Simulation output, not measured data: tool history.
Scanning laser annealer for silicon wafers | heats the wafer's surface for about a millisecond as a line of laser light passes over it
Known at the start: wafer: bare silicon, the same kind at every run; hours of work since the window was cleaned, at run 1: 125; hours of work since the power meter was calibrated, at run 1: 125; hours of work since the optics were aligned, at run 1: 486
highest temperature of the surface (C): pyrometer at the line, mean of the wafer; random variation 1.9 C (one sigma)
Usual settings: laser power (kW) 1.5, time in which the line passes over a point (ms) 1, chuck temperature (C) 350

run   hour  laser power (kW)  time in which the line passes over a point (ms)  chuck temperature (C)  hours of work since the window was cleaned  hours of work since the power meter was calibrated  hours of work since the optics were aligned  highest temperature of the surface (C)
  1      0               1.5                                                1                    350                                         125                                                 125                                          486                                    1094
  2     15               1.5                                              1.1                    350                                         134                                                 134                                          494                                    1129
  3   24.7               1.5                                              1.1                    350                                         139                                                 139                                          499                                    1127
  4   41.5               1.5                                              1.1                    350                                         149                                                 149                                          509                                    1128
  5   53.8               1.5                                              1.1                    350                                         155                                                 155                                          516                                    1126
  6     66             1.589                                                1                    350                                         162                                                 162                                          523                                    1143
  7     74             1.589                                                1                    350                                         167                                                 167                                          527                                    1145
  8   90.4             1.589                                                1                    350                                         176                                                 176                                          536                                    1143
  9  100.6              1.64                                                1                    350                                         182                                                 182                                          542                                    1170
 10  110.1              1.64                                                1                    350                                         187                                                 187                                          547                                    1170
 11  117.9              1.64                                                1                    350                                         191                                                 191                                          552                                    1171
 12  130.2              1.64                                                1                    350                                         198                                                 198                                          559                                    1168
 13  138.4              1.64                                                1                    350                                         203                                                 203                                          563                                    1169
 14  150.4              1.64                                                1                    350                                         210                                                 210                                          570                                    1167
 15  160.5              1.64                                                1                    350                                         215                                                 215                                          576                                    1170
 16  176.2              1.64                                             0.93                    350                                         224                                                 224                                          584                                    1142
 17  191.2             1.581                                                1                    350                                         232                                                 232                                          593                                    1133
 18  204.8             1.581                                                1                    388                                         240                                                 240                                          600                                    1174
 19    219               1.5                                                1                    350                                         248                                                 248                                          608                                    1087
 20  235.3               1.5                                                1                    350                                         257                                                 257                                          618                                    1090
 21  242.8               1.5                                                1                    314                                         261                                                 261                                          622                                    1052
 22  255.3             1.437                                                1                    350                                         268                                                 268                                          629                                    1054
 23    271             1.404                                                1                    351                                         277                                                 277                                          638                                    1032
 24  286.5             1.565                                             0.81                    340                                         286                                                 286                                          646                                    1045
 25  293.8              1.41                                                1                    332                                         290                                                 290                                          650                                    1016
 26  301.8             1.436                                             1.06                    332                                         295                                                 295                                          655                                    1052
 27  313.1             1.436                                             1.06                    332                                         301                                                 301                                          661                                    1052
 28  323.1              1.52                                             1.06                    330                                         306                                                 306                                          667                                    1096
 29  331.5              1.53                                             1.23                    387                                         311                                                 311                                          671                                    1211
 30  347.3             1.602                                             1.24                    344                                         320                                                 320                                          680                                    1215
 31  358.2             1.587                                             1.24                    333                                         326                                                 326                                          686                                    1192
 32  374.9             1.587                                             1.24                    333                                         335                                                 335                                          696                                    1194
     385.6  -- window over the wafer cleaned
 33  387.3               1.5                                                1                    350                                           1                                                 341                                          702                                    1095
 34  394.9               1.5                                             0.74                    356                                           5                                                 346                                          706                                    1012
 35  410.6               1.5                                             0.74                    356                                          14                                                 354                                          715                                    1006
 36  422.7             1.366                                             0.98                    374                                          21                                                 361                                          722                                    1040
 37  435.9             1.366                                             0.98                    374                                          28                                                 369                                          729                                    1036
 38  452.4               1.5                                             1.02                    368                                          37                                                 378                                          738                                    1118
 39  461.6             1.469                                             0.75                    368                                          43                                                 383                                          743                                    1007
 40    472             1.387                                             0.73                    360                                          48                                                 389                                          749                                     952
 41  479.9             1.387                                             0.73                    360                                          53                                                 393                                          754                                     955

Hidden state or all else? Some run-to-run changes of highest temperature of the surface (C), split into what the settings, what came in and random variation would give without the hidden state, and what is left for the hidden state (with any gauge scatter that isn't in both results):
The hidden state here: light that passes the window, % of a clean one's; laser's true power over the reading, %; width of the line over the set one, %; drift of the gauge itself on peak_c, C.
Run 25 -> 26: laser power (kW) 1.41 -> 1.436, time in which the line passes over a point (ms) 1 -> 1.06. highest temperature of the surface (C) +36: hidden state -2, all else +38.
Run 28 -> 29: laser power (kW) 1.52 -> 1.53, time in which the line passes over a point (ms) 1.06 -> 1.23, chuck temperature (C) 330 -> 387. highest temperature of the surface (C) +115: hidden state -1, all else +116.
Run 29 -> 30: laser power (kW) 1.53 -> 1.602, time in which the line passes over a point (ms) 1.23 -> 1.24, chuck temperature (C) 387 -> 344. highest temperature of the surface (C) +4: hidden state -3, all else +7.
Run 32 -> 33: laser power (kW) 1.587 -> 1.5, time in which the line passes over a point (ms) 1.24 -> 1, chuck temperature (C) 333 -> 350, window over the wafer cleaned. highest temperature of the surface (C) -99: hidden state +18, all else -117.
Run 38 -> 39: laser power (kW) 1.5 -> 1.469, time in which the line passes over a point (ms) 1.02 -> 0.75. highest temperature of the surface (C) -111: hidden state +2, all else -113.

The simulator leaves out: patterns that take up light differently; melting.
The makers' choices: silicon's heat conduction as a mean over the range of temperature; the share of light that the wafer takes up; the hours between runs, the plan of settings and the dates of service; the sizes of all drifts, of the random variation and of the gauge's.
